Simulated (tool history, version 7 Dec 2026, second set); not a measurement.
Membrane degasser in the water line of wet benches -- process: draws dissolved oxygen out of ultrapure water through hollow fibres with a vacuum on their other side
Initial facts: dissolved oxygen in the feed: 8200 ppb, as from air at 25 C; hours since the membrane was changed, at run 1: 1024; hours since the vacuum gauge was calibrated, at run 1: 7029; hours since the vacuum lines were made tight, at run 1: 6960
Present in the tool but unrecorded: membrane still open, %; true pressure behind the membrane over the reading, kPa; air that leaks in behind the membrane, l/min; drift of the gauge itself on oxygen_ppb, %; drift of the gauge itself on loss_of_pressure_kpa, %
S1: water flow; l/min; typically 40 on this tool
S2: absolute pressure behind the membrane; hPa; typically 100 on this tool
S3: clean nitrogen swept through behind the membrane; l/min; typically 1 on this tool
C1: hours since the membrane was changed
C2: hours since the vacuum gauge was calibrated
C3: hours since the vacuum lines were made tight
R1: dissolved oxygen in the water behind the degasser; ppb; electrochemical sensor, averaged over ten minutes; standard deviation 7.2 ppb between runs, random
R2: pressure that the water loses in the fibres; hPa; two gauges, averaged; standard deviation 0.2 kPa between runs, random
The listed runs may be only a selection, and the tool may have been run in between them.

| run | hour | S1 | S2 | S3 | C1 | C2 | C3 | R1 | R2 |
|---|---|---|---|---|---|---|---|---|---|
| 1 | 0 | 40 | 100 | 1 | 1024 | 7029 | 6960 | 727.5 | 418.3 |
| 2 | 33.2 | 40 | 100 | 1 | 1057 | 7062 | 6994 | 725.5 | 419.1 |
| 3 | 77.8 | 40 | 100 | 1 | 1102 | 7107 | 7038 | 720.9 | 416.3 |
| 4 | 106.7 | 40 | 100 | 1 | 1130 | 7135 | 7067 | 726.7 | 416.2 |
| 5 | 135.9 | 40 | 100 | 1 | 1160 | 7165 | 7096 | 731.9 | 420.6 |
| 6 | 171.1 | 40 | 100 | 1 | 1195 | 7200 | 7131 | 708.3 | 418.8 |
| 7 | 213.1 | 40 | 100 | 0.55 | 1237 | 7242 | 7173 | 966.6 | 418.2 |
| 8 | 251.1 | 40 | 100 | 1 | 1275 | 7280 | 7211 | 724.4 | 420.6 |
| 9 | 278.2 | 40 | 100 | 1 | 1302 | 7307 | 7239 | 724.4 | 421.8 |
| 10 | 318.6 | 40 | 100 | 1 | 1342 | 7347 | 7279 | 713.8 | 416.2 |
| 11 | 365.4 | 40 | 100 | 1 | 1389 | 7394 | 7326 | 702.3 | 421.9 |
| 12 | 407.1 | 24 | 83 | 0.88 | 1431 | 7436 | 7367 | 332.9 | 250.8 |
| 13 | 439 | 24 | 83 | 0.88 | 1463 | 7468 | 7399 | 324.6 | 251.9 |
| 14 | 469.3 | 24 | 152 | 1.21 | 1493 | 7498 | 7430 | 541.3 | 252.6 |

Expected results for the next run?
| 15 | 493 | 40 | 66 | 1 | 1517 | 7522 | 7453 | ? | ? |

R1: 478.3 ppb
R2: 414.8 hPa
The same run, on a tool lacking any hidden state, would have yielded R1 478 ppb, R2 414.7 hPa.
